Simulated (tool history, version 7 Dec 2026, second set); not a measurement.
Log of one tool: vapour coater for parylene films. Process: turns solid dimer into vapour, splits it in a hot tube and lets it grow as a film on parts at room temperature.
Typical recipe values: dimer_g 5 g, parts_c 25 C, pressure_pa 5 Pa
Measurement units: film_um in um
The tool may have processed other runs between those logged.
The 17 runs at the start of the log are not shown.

run	hour	dimer_g	parts_c	pressure_pa	film_um
18	242.9	3	23	5	0.93
19	255.3	5	32	5	1.07
# hour 265.7: trap's valve overhauled, once more
20	270.5	3	20	4.31	1.19
21	285.6	5	21	6.48	1.8
22	295.6	3	25	4.1	0.99
23	313.4	3	25	4.1	0.99
24	327.8	5	24	2.24	1.84
25	343.4	5	24	2.24	1.85
26	360.1	5	24	2.24	1.88
27	379.4	5	20	2.7	2.11
28	392.3	4	24	6.53	1.24
29	412.2	4	24	6.53	1.27
30	433.3	4	24	6.53	1.25
31	446.6	5	25	2.47	1.75
32	455.8	5	23	10.91	1.5

Alternative continuations, all from the tool just after run 32; predict every row:
A	468	4	23	3.74	?
B	468	5	18	3.5	?
C	468	5	24	10.89	?

run	film_um
A	1.42
B	2.2
C	1.47
With the hidden condition removed and each run's random variation left untouched, the same runs would have given:
run	film_um
A	1.43
B	2.21
C	1.48

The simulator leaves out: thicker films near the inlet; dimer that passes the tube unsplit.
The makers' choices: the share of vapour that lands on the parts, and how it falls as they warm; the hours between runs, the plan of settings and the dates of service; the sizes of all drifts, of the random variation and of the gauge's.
